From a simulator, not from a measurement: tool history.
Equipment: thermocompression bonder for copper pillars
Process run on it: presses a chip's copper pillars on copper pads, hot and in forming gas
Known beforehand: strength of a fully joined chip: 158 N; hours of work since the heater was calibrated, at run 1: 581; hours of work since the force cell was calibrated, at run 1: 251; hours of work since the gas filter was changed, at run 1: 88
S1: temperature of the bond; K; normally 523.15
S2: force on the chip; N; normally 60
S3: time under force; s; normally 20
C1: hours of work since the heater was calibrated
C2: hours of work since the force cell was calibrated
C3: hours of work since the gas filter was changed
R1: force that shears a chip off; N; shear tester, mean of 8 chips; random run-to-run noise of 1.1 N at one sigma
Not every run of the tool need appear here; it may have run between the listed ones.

run 1 hour=0 | S1=523.15 S2=60 S3=20 | C1=581 C2=251 C3=88 | R1=87.7
run 2 hour=35.3 | S1=500.15 S2=60 S3=20 | C1=598 C2=269 C3=105 | R1=67.3
run 3 hour=56.4 | S1=523.15 S2=47 S3=20 | C1=609 C2=279 C3=116 | R1=73.9
run 4 hour=81.1 | S1=523.15 S2=64 S3=20 | C1=621 C2=291 C3=128 | R1=91.5
run 5 hour=99.9 | S1=523.15 S2=64 S3=20 | C1=630 C2=301 C3=137 | R1=92.4
run 6 hour=115.5 | S1=523.15 S2=77 S3=20 | C1=638 C2=308 C3=145 | R1=100.8
run 7 hour=134.7 | S1=523.15 S2=60 S3=20 | C1=648 C2=318 C3=154 | R1=87.7
run 8 hour=160.7 | S1=523.15 S2=60 S3=56 | C1=660 C2=331 C3=167 | R1=115.3
run 9 hour=192.7 | S1=546.15 S2=85 S3=10 | C1=676 C2=347 C3=183 | R1=105.4
run 10 hour=230.1 | S1=517.15 S2=55 S3=14 | C1=695 C2=365 C3=202 | R1=65.8
run 11 hour=260.2 | S1=517.15 S2=55 S3=14 | C1=710 C2=380 C3=216 | R1=67.7
run 12 hour=291 | S1=517.15 S2=55 S3=14 | C1=725 C2=395 C3=232 | R1=65.9
run 13 hour=325.7 | S1=523.15 S2=89 S3=14 | C1=742 C2=412 C3=249 | R1=97.2
run 14 hour=356.2 | S1=523.15 S2=40 S3=20 | C1=757 C2=427 C3=264 | R1=62.3
run 15 hour=390.7 | S1=507.15 S2=60 S3=29 | C1=774 C2=444 C3=281 | R1=79.7

Here are 4 independent what-if runs from the current tool condition. What would each one return?
run A hour=421.4 | S1=523.15 S2=60 S3=20 | C1=789 C2=460 C3=296 | R1=?
run B hour=421.4 | S1=503.15 S2=60 S3=20 | C1=789 C2=460 C3=296 | R1=?
run C hour=421.4 | S1=507.15 S2=49 S3=29 | C1=789 C2=460 C3=296 | R1=?
run D hour=421.4 | S1=523.15 S2=55 S3=12 | C1=789 C2=460 C3=296 | R1=?

run=A R1=81.7
run=B R1=67.9
run=C R1=67.9
run=D R1=65.1
With no hidden state in the tool, these same runs would have given:
run=A R1=93.8
run=B R1=78.7
run=C R1=78.6
run=D R1=75.3
